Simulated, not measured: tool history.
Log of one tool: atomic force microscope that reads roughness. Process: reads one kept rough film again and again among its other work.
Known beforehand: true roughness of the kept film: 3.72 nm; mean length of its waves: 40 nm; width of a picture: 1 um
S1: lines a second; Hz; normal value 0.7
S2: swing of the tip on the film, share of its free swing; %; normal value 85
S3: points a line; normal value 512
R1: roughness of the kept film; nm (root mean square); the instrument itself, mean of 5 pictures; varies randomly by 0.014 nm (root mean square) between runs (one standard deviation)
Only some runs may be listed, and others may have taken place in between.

run,day,S1,S2,S3,R1
1,0.000,0.7,85,512,3.262
2,0.808,0.7,85,512,3.253
3,1.838,0.7,83,512,3.256
4,3.642,0.7,83,512,3.279
# day 3.812: new tip fitted
5,4.600,0.7,85,512,3.242
6,5.946,0.7,85,507,3.260

Run 7 is up next; what results do you expect?
7,7.171,0.7,75,369,?

{"run 7": {"R1": 3.357}}
Without the tool's hidden state the same run would have given R1 3.366 nm (root mean square).
